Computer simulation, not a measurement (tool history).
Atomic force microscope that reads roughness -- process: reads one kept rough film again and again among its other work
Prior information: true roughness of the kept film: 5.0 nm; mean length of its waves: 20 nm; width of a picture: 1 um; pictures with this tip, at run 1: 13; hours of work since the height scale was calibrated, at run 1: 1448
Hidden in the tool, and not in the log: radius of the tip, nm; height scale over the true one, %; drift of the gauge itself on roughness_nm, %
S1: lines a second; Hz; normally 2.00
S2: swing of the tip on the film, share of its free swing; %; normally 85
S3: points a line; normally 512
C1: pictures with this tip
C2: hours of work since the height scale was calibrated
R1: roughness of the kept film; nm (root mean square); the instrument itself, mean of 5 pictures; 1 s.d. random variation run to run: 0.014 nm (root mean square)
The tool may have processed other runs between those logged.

| run | hour | S1 | S2 | S3 | C1 | C2 | R1 |
|---|---|---|---|---|---|---|---|
| 1 | 0.0 | 2.00 | 85 | 512 | 13 | 1448 | 3.340 |
| 2 | 50.4 | 2.00 | 85 | 512 | 84 | 1477 | 2.718 |
| 3 | 81.8 | 2.00 | 85 | 512 | 129 | 1494 | 2.433 |
|  | 115.4 | new tip fitted |
| 4 | 151.0 | 0.88 | 85 | 512 | 50 | 1533 | 3.110 |
| 5 | 221.1 | 2.00 | 85 | 294 | 149 | 1573 | 2.304 |
|  | 239.6 | new tip fitted |
| 6 | 279.4 | 2.00 | 85 | 294 | 56 | 1605 | 2.882 |
|  | 341.9 | height scale calibrated on a step standard |
| 7 | 345.2 | 2.00 | 85 | 294 | 147 | 2 | 2.375 |
|  | 365.4 | new tip fitted |
| 8 | 398.5 | 0.59 | 85 | 294 | 47 | 32 | 3.150 |
| 9 | 456.9 | 0.59 | 85 | 294 | 129 | 65 | 2.540 |
|  | 485.6 | new tip fitted |
| 10 | 508.5 | 0.59 | 85 | 294 | 32 | 93 | 3.281 |
| 11 | 577.6 | 0.59 | 85 | 294 | 129 | 132 | 2.604 |
|  | 609.6 | new tip fitted |
| 12 | 623.2 | 2.00 | 85 | 488 | 19 | 158 | 3.224 |
| 13 | 666.5 | 2.00 | 85 | 488 | 80 | 182 | 2.713 |
| 14 | 713.4 | 2.00 | 85 | 382 | 146 | 209 | 2.341 |
|  | 734.0 | height scale calibrated on a step standard, once more |
|  | 734.5 | new tip fitted |
| 15 | 766.7 | 2.00 | 85 | 382 | 45 | 18 | 2.875 |
| 16 | 816.0 | 2.00 | 85 | 382 | 115 | 46 | 2.399 |
| 17 | 846.4 | 2.00 | 85 | 382 | 157 | 63 | 2.220 |
|  | 859.2 | new tip fitted |
| 18 | 905.2 | 2.00 | 85 | 382 | 64 | 96 | 2.796 |
| 19 | 937.7 | 3.41 | 85 | 512 | 110 | 114 | 2.409 |
|  | 985.5 | new tip fitted |
| 20 | 992.8 | 2.00 | 64 | 512 | 10 | 145 | 3.469 |
| 21 | 1032.9 | 2.00 | 64 | 512 | 66 | 168 | 2.981 |
| 22 | 1085.8 | 2.46 | 64 | 512 | 141 | 197 | 2.440 |
|  | 1109.8 | new tip fitted |
| 23 | 1133.0 | 0.62 | 85 | 512 | 32 | 224 | 3.211 |
| 24 | 1167.8 | 0.62 | 85 | 512 | 81 | 243 | 2.750 |
| 25 | 1224.8 | 1.77 | 73 | 300 | 162 | 275 | 2.278 |
|  | 1231.0 | new tip fitted |
| 26 | 1280.5 | 3.95 | 73 | 775 | 69 | 307 | 2.761 |
| 27 | 1331.5 | 2.68 | 83 | 868 | 141 | 335 | 2.314 |
|  | 1353.9 | new tip fitted |
| 28 | 1364.3 | 0.51 | 70 | 539 | 14 | 353 | 3.385 |
| 29 | 1434.0 | 1.04 | 60 | 633 | 113 | 393 | 2.637 |
| 30 | 1465.6 | 2.00 | 68 | 646 | 157 | 411 | 2.393 |
|  | 1474.9 | new tip fitted |
| 31 | 1511.8 | 0.76 | 90 | 512 | 52 | 436 | 3.051 |
| 32 | 1558.4 | 0.76 | 90 | 512 | 118 | 463 | 2.577 |
|  | 1597.2 | new tip fitted |
| 33 | 1610.9 | 1.29 | 82 | 731 | 19 | 492 | 3.277 |
| 34 | 1683.0 | 1.56 | 79 | 285 | 120 | 533 | 2.420 |
|  | 1717.3 | new tip fitted |
| 35 | 1729.1 | 2.80 | 79 | 814 | 17 | 558 | 3.205 |
| 36 | 1763.3 | 0.53 | 79 | 455 | 65 | 578 | 2.950 |
| 37 | 1802.0 | 2.60 | 79 | 338 | 119 | 599 | 2.379 |
|  | 1837.3 | new tip fitted |
| 38 | 1858.2 | 2.58 | 74 | 837 | 30 | 631 | 3.167 |
| 39 | 1914.9 | 2.58 | 74 | 327 | 109 | 663 | 2.532 |
|  | 1959.3 | new tip fitted |
| 40 | 1964.4 | 2.00 | 69 | 512 | 7 | 690 | 3.477 |
| 41 | 2034.6 | 2.00 | 69 | 512 | 106 | 730 | 2.614 |
| 42 | 2075.6 | 0.74 | 60 | 454 | 164 | 753 | 2.360 |
|  | 2079.4 | new tip fitted |
| 43 | 2119.5 | 0.55 | 60 | 638 | 57 | 777 | 3.046 |
| 44 | 2185.0 | 0.55 | 60 | 638 | 149 | 814 | 2.417 |
|  | 2200.0 | new tip fitted |
| 45 | 2252.8 | 1.02 | 61 | 300 | 75 | 852 | 2.880 |
| 46 | 2291.9 | 1.02 | 79 | 256 | 130 | 874 | 2.456 |
|  | 2322.7 | new tip fitted |
| 47 | 2323.6 | 1.02 | 79 | 256 | 2 | 892 | 3.449 |
| 48 | 2385.0 | 2.35 | 63 | 461 | 88 | 926 | 2.754 |

How the hidden state differs across the entries between the runs, from the last listed run before each to the first after it:
Between runs 3 and 4: new tip fitted (hour 115.4)
  radius of the tip, nm: 19.1 -> 11.9; height scale over the true one, %: 2.27 -> 2.33
  measured minus no-state result, R1: -1.006 -> -0.476 nm (root mean square)
Between runs 5 and 6: new tip fitted (hour 239.6)
  radius of the tip, nm: 20.4 -> 12.2; height scale over the true one, %: 2.4 -> 2.44
  measured minus no-state result, R1: -1.053 -> -0.467 nm (root mean square)
Between runs 6 and 7: height scale calibrated on a step standard (hour 341.9)
  radius of the tip, nm: 12.2 -> 19.5; height scale over the true one, %: 2.44 -> 3.74
  measured minus no-state result, R1: -0.467 -> -0.967 nm (root mean square)
Between runs 7 and 8: new tip fitted (hour 365.4)
  radius of the tip, nm: 19.5 -> 11.4; height scale over the true one, %: 3.74 -> 3.78
  measured minus no-state result, R1: -0.967 -> -0.372 nm (root mean square)
Between runs 9 and 10: new tip fitted (hour 485.6)
  radius of the tip, nm: 18.7 -> 10; height scale over the true one, %: 3.83 -> 3.88
  measured minus no-state result, R1: -0.963 -> -0.224 nm (root mean square)
Between runs 11 and 12: new tip fitted (hour 609.6)
  radius of the tip, nm: 18.4 -> 9.8; height scale over the true one, %: 3.94 -> 3.99
  measured minus no-state result, R1: -0.951 -> -0.192 nm (root mean square)
Between runs 14 and 15: height scale calibrated on a step standard, once more (hour 734.0); new tip fitted (hour 734.5)
  radius of the tip, nm: 20.6 -> 11.7; height scale over the true one, %: 4.07 -> -0.08
  measured minus no-state result, R1: -1.032 -> -0.500 nm (root mean square)
Between runs 17 and 18: new tip fitted (hour 859.2)
  radius of the tip, nm: 21.4 -> 12.9; height scale over the true one, %: -0.02 -> 0.03
  measured minus no-state result, R1: -1.166 -> -0.606 nm (root mean square)
Between runs 19 and 20: new tip fitted (hour 985.5)
  radius of the tip, nm: 16.7 -> 8; height scale over the true one, %: 0.06 -> 0.11
  measured minus no-state result, R1: -0.850 -> -0.120 nm (root mean square)
Between runs 22 and 23: new tip fitted (hour 1109.8)
  radius of the tip, nm: 19.7 -> 10.4; height scale over the true one, %: 0.19 -> 0.24
  measured minus no-state result, R1: -1.133 -> -0.397 nm (root mean square)
Between runs 25 and 26: new tip fitted (hour 1231.0)
  radius of the tip, nm: 21.7 -> 13.6; height scale over the true one, %: 0.32 -> 0.36
  measured minus no-state result, R1: -1.214 -> -0.657 nm (root mean square)
Between runs 27 and 28: new tip fitted (hour 1353.9)
  radius of the tip, nm: 19.8 -> 9.1; height scale over the true one, %: 0.41 -> 0.44
  measured minus no-state result, R1: -1.069 -> -0.239 nm (root mean square)
Between runs 30 and 31: new tip fitted (hour 1474.9)
  radius of the tip, nm: 21.1 -> 11.5; height scale over the true one, %: 0.53 -> 0.57
  measured minus no-state result, R1: -1.216 -> -0.484 nm (root mean square)
Between runs 32 and 33: new tip fitted (hour 1597.2)
  radius of the tip, nm: 17.4 -> 9.5; height scale over the true one, %: 0.61 -> 0.65
  measured minus no-state result, R1: -0.964 -> -0.279 nm (root mean square)
Between runs 34 and 35: new tip fitted (hour 1717.3)
  radius of the tip, nm: 18.9 -> 8.9; height scale over the true one, %: 0.72 -> 0.76
  measured minus no-state result, R1: -1.031 -> -0.197 nm (root mean square)
Between runs 37 and 38: new tip fitted (hour 1837.3)
  radius of the tip, nm: 18.7 -> 10.1; height scale over the true one, %: 0.83 -> 0.87
  measured minus no-state result, R1: -0.994 -> -0.333 nm (root mean square)
Between runs 39 and 40: new tip fitted (hour 1959.3)
  radius of the tip, nm: 17 -> 7.8; height scale over the true one, %: 0.93 -> 0.97
  measured minus no-state result, R1: -0.897 -> -0.064 nm (root mean square)
Between runs 42 and 43: new tip fitted (hour 2079.4)
  radius of the tip, nm: 22.5 -> 13.1; height scale over the true one, %: 1.07 -> 1.11
  measured minus no-state result, R1: -1.297 -> -0.639 nm (root mean square)
Between runs 44 and 45: new tip fitted (hour 2200.0)
  radius of the tip, nm: 21.5 -> 14.1; height scale over the true one, %: 1.18 -> 1.23
  measured minus no-state result, R1: -1.245 -> -0.704 nm (root mean square)
Between runs 46 and 47: new tip fitted (hour 2322.7)
  radius of the tip, nm: 18.7 -> 7.6; height scale over the true one, %: 1.27 -> 1.29
  measured minus no-state result, R1: -1.013 -> -0.030 nm (root mean square)
